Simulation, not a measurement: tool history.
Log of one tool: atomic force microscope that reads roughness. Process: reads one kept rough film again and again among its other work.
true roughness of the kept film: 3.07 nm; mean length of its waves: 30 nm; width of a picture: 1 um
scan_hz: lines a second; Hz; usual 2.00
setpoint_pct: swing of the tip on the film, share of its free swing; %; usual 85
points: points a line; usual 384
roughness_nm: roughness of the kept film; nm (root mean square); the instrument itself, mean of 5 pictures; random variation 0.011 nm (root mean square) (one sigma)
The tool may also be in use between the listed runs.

{"run": 1, "hour": 0.0, "scan_hz": 2.0, "setpoint_pct": 85, "points": 384, "roughness_nm": 2.123}
{"hour": 30.8, "done": "new tip fitted"}
{"run": 2, "hour": 31.6, "scan_hz": 2.0, "setpoint_pct": 85, "points": 384, "roughness_nm": 2.56}
{"run": 3, "hour": 80.2, "scan_hz": 2.0, "setpoint_pct": 85, "points": 384, "roughness_nm": 2.192}
{"run": 4, "hour": 104.2, "scan_hz": 2.0, "setpoint_pct": 85, "points": 384, "roughness_nm": 2.053}
{"hour": 126.6, "done": "new tip fitted"}
{"run": 5, "hour": 150.3, "scan_hz": 2.0, "setpoint_pct": 85, "points": 384, "roughness_nm": 2.386}
{"run": 6, "hour": 201.9, "scan_hz": 2.1, "setpoint_pct": 85, "points": 384, "roughness_nm": 2.043}
{"hour": 224.0, "done": "new tip fitted"}
{"run": 7, "hour": 227.6, "scan_hz": 2.1, "setpoint_pct": 85, "points": 384, "roughness_nm": 2.517}
{"run": 8, "hour": 263.9, "scan_hz": 2.1, "setpoint_pct": 85, "points": 384, "roughness_nm": 2.252}
{"run": 9, "hour": 314.3, "scan_hz": 2.1, "setpoint_pct": 85, "points": 384, "roughness_nm": 1.953}
{"hour": 321.0, "done": "new tip fitted"}
{"run": 10, "hour": 343.7, "scan_hz": 2.0, "setpoint_pct": 85, "points": 384, "roughness_nm": 2.395}
{"run": 11, "hour": 389.7, "scan_hz": 2.0, "setpoint_pct": 85, "points": 384, "roughness_nm": 2.117}
{"hour": 418.5, "done": "new tip fitted"}
{"run": 12, "hour": 418.5, "scan_hz": 2.0, "setpoint_pct": 85, "points": 384, "roughness_nm": 2.598}
{"run": 13, "hour": 462.2, "scan_hz": 2.0, "setpoint_pct": 66, "points": 384, "roughness_nm": 2.381}
{"run": 14, "hour": 498.2, "scan_hz": 2.0, "setpoint_pct": 82, "points": 384, "roughness_nm": 2.083}

The next listed run, before its measurement:
{"hour": 514.9, "done": "new tip fitted"}
{"run": 15, "hour": 538.3, "scan_hz": 2.84, "setpoint_pct": 71, "points": 384, "roughness_nm": "?"}

{"run 15": {"roughness_nm": 2.461}}
Without the tool's hidden state the same run would have given roughness_nm 2.618 nm (root mean square).
